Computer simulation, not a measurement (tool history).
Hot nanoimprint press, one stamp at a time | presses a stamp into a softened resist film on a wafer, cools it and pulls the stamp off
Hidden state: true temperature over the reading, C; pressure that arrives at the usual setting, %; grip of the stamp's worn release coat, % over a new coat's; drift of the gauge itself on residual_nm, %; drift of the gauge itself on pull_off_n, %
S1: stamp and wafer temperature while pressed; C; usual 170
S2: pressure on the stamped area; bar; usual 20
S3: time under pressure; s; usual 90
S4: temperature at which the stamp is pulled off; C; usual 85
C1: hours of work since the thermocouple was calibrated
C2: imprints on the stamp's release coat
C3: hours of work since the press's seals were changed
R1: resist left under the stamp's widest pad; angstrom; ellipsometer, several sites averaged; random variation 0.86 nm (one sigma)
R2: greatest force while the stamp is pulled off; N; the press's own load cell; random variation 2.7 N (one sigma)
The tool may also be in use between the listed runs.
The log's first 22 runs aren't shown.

run   hour   S1    S2   S3  S4  C1    C2   C3    R1   R2
 23  174.8  170  13.9  120  83  16  1624  269  2047  188
 24  181.3  168  18.7  139  85  21  1658  273  1847  188
 25  191.7  168  18.7  139  85  28  1712  281  1869  193
 26  197.9  168  18.7  139  85  33  1744  285  1852  193
 27  202.1  164  15.5   90  76  36  1767  288  2515  204
     207.6  -- plate thermocouple calibrated, once more
 28  210.1  180  15.5   87  84   2  1793  292  1562  192
 29  214.7  180  12.3   77  84   5  1817  295  1789  190
 30  222.6  177  16.3  158  85  11  1858  301  1313  192

3 ways to go on from here, each from the tool as it stands after run 30. What would each give?
  A  229.7  177  16.3  158  86  16  1895  306   ?   ?
  B  229.7  170  16.3   63  86  16  1895  306   ?   ?
  C  229.7  174  16.3  115  72  16  1895  306   ?   ?

run    R1   R2
  A  1340  190
  B  2239  189
  C  1646  216
Without the tool's hidden state the same runs would have given:
run    R1   R2
  A  1325  146
  B  2221  145
  C  1629  166
